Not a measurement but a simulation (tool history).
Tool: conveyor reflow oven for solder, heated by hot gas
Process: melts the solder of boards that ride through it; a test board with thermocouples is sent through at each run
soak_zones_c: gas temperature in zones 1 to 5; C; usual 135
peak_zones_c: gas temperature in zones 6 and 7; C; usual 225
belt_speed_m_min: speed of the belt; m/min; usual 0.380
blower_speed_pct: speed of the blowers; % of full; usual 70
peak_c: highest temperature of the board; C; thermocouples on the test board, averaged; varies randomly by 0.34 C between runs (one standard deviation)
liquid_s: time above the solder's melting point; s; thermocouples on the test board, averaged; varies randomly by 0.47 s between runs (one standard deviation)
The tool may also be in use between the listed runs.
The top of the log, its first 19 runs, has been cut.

run   hour  soak_zones_c  peak_zones_c  belt_speed_m_min  blower_speed_pct  peak_c  liquid_s
 20  221.5           122           225             0.380                70   203.3      46.7
 21  230.4           122           232             0.380                74   209.8      56.4
 22  241.0           122           232             0.376                74   210.9      58.0
 23  255.8           135           220             0.380                57   198.2      42.2
     266.6  -- flux residue cleaned out of gas plates and filters
 24  268.7           135           220             0.380                57   199.5      46.2
 25  280.4           135           220             0.446                57   194.4      28.4
     287.2  -- thermocouples of zones 6 and 7 changed
 26  293.4           135           220             0.446                57   195.1      29.7
 27  302.7           120           225             0.380                70   206.0      51.5
 28  311.2           120           225             0.380                70   205.6      50.8
 29  318.3           135           214             0.324                70   203.1      65.6
 30  328.7           135           214             0.324                70   202.8      66.2

Each row is a separate what-if for the run after 30, all from the same tool condition, not one after another. Results?
  A  343.8           122           214             0.324                70       ?         ?
  B  343.8           135           228             0.380                70       ?         ?
  C  343.8           135           234             0.324                88       ?         ?
  D  343.8           121           217             0.324                70       ?         ?
  E  343.8           126           225             0.417                70       ?         ?

run  peak_c  liquid_s
  A   201.5      56.1
  B   211.0      63.9
  C   224.0      91.2
  D   203.5      60.0
  E   203.6      44.7
Without the tool's hidden state the same runs would have given:
run  peak_c  liquid_s
  A   202.4      57.2
  B   211.9      64.3
  C   224.9      91.1
  D   204.4      60.9
  E   204.4      45.4
